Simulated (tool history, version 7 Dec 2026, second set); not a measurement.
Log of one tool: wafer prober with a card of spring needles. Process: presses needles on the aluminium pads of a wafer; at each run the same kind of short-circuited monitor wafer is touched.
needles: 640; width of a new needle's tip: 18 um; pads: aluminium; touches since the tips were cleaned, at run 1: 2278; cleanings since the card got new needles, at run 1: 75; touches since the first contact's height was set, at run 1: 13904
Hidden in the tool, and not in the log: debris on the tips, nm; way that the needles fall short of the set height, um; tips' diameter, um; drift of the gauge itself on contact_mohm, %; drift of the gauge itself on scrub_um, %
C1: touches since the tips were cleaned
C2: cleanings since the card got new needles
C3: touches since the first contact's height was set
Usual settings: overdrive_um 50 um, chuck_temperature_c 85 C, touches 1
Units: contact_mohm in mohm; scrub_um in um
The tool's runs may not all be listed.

{"run": 1, "day": 0.0, "overdrive_um": 50, "chuck_temperature_c": 85, "touches": 1, "C1": 2278, "C2": 75, "C3": 13904, "contact_mohm": 134, "scrub_um": 7.26}
{"day": 0.529, "done": "tips cleaned on abrasive film"}
{"day": 1.183, "done": "tips cleaned on abrasive film"}
{"run": 2, "day": 1.183, "overdrive_um": 50, "chuck_temperature_c": 85, "touches": 1, "C1": 0, "C2": 77, "C3": 27929, "contact_mohm": 131, "scrub_um": 7.28}
{"day": 1.896, "done": "tips cleaned on abrasive film"}
{"run": 3, "day": 2.3, "overdrive_um": 50, "chuck_temperature_c": 85, "touches": 1, "C1": 4805, "C2": 78, "C3": 41176, "contact_mohm": 135, "scrub_um": 7.25}
{"day": 2.592, "done": "tips cleaned on abrasive film"}
{"run": 4, "day": 3.142, "overdrive_um": 34, "chuck_temperature_c": 85, "touches": 1, "C1": 6593, "C2": 79, "C3": 51170, "contact_mohm": 143, "scrub_um": 4.95}
{"day": 3.267, "done": "tips cleaned on abrasive film"}
{"day": 3.942, "done": "tips cleaned on abrasive film"}
{"day": 4.65, "done": "tips cleaned on abrasive film"}
{"run": 5, "day": 4.829, "overdrive_um": 50, "chuck_temperature_c": 85, "touches": 1, "C1": 2142, "C2": 82, "C3": 71133, "contact_mohm": 135, "scrub_um": 7.25}
{"day": 5.312, "done": "tips cleaned on abrasive film"}
{"day": 5.988, "done": "tips cleaned on abrasive film"}
{"run": 6, "day": 6.433, "overdrive_um": 50, "chuck_temperature_c": 85, "touches": 1, "C1": 5316, "C2": 84, "C3": 90140, "contact_mohm": 135, "scrub_um": 7.22}
{"day": 6.708, "done": "tips cleaned on abrasive film"}
{"day": 7.446, "done": "tips cleaned on abrasive film"}
{"run": 7, "day": 8.075, "overdrive_um": 50, "chuck_temperature_c": 85, "touches": 2, "C1": 7468, "C2": 86, "C3": 109587, "contact_mohm": 133, "scrub_um": 7.21}
{"day": 8.229, "done": "tips cleaned on abrasive film"}
{"day": 8.554, "done": "height of the first contact set anew"}
{"day": 8.933, "done": "tips cleaned on abrasive film"}
{"run": 8, "day": 9.196, "overdrive_um": 47, "chuck_temperature_c": 80, "touches": 2, "C1": 3135, "C2": 88, "C3": 7609, "contact_mohm": 133, "scrub_um": 6.8}
{"day": 9.638, "done": "tips cleaned on abrasive film"}
{"day": 10.388, "done": "tips cleaned on abrasive film"}
{"run": 9, "day": 10.925, "overdrive_um": 32, "chuck_temperature_c": 121, "touches": 2, "C1": 6419, "C2": 90, "C3": 28125, "contact_mohm": 150, "scrub_um": 4.63}
{"day": 11.071, "done": "tips cleaned on abrasive film"}
{"day": 11.829, "done": "tips cleaned on abrasive film"}
{"day": 12.562, "done": "tips cleaned on abrasive film"}
{"run": 10, "day": 12.6, "overdrive_um": 32, "chuck_temperature_c": 38, "touches": 1, "C1": 440, "C2": 93, "C3": 47907, "contact_mohm": 135, "scrub_um": 4.62}
{"day": 13.233, "done": "tips cleaned on abrasive film"}
{"day": 13.892, "done": "tips cleaned on abrasive film"}
{"run": 11, "day": 14.129, "overdrive_um": 32, "chuck_temperature_c": 47, "touches": 1, "C1": 2814, "C2": 95, "C3": 66046, "contact_mohm": 136, "scrub_um": 4.63}
{"day": 14.608, "done": "tips cleaned on abrasive film"}
{"run": 12, "day": 15.183, "overdrive_um": 34, "chuck_temperature_c": 38, "touches": 2, "C1": 6839, "C2": 96, "C3": 78565, "contact_mohm": 133, "scrub_um": 4.91}
{"day": 15.271, "done": "tips cleaned on abrasive film"}
{"day": 16.021, "done": "tips cleaned on abrasive film"}
{"run": 13, "day": 16.042, "overdrive_um": 43, "chuck_temperature_c": 116, "touches": 2, "C1": 224, "C2": 98, "C3": 88688, "contact_mohm": 142, "scrub_um": 6.19}
{"day": 16.746, "done": "tips cleaned on abrasive film"}
{"run": 14, "day": 16.975, "overdrive_um": 43, "chuck_temperature_c": 73, "touches": 1, "C1": 2711, "C2": 99, "C3": 99780, "contact_mohm": 133, "scrub_um": 6.19}

3 ways to go on from here, each from the tool as it stands after run 14. What would each give?
{"day": 17.496, "done": "tips cleaned on abrasive film"}
{"day": 17.75, "done": "gauge calibrated"}
{"day": 18.225, "done": "tips cleaned on abrasive film"}
{"day": 18.238, "done": "height of the first contact set anew"}
{"run": "A", "day": 18.55, "overdrive_um": 43, "chuck_temperature_c": 73, "touches": 2, "C1": 3722, "C2": 101, "C3": 3722, "contact_mohm": "?", "scrub_um": "?"}
{"day": 17.496, "done": "tips cleaned on abrasive film"}
{"day": 17.75, "done": "gauge calibrated"}
{"day": 18.225, "done": "tips cleaned on abrasive film"}
{"day": 18.238, "done": "height of the first contact set anew"}
{"run": "B", "day": 18.55, "overdrive_um": 56, "chuck_temperature_c": 27, "touches": 2, "C1": 3722, "C2": 101, "C3": 3722, "contact_mohm": "?", "scrub_um": "?"}
{"day": 17.496, "done": "tips cleaned on abrasive film"}
{"day": 17.75, "done": "gauge calibrated"}
{"day": 18.225, "done": "tips cleaned on abrasive film"}
{"day": 18.238, "done": "height of the first contact set anew"}
{"run": "C", "day": 18.55, "overdrive_um": 50, "chuck_temperature_c": 34, "touches": 1, "C1": 3722, "C2": 101, "C3": 3722, "contact_mohm": "?", "scrub_um": "?"}

run=A contact_mohm=135 scrub_um=6.24
run=B contact_mohm=124 scrub_um=8.17
run=C contact_mohm=126 scrub_um=7.26
Without the tool's hidden state the same runs would have given:
run=A contact_mohm=135 scrub_um=6.24
run=B contact_mohm=124 scrub_um=8.18
run=C contact_mohm=125 scrub_um=7.27
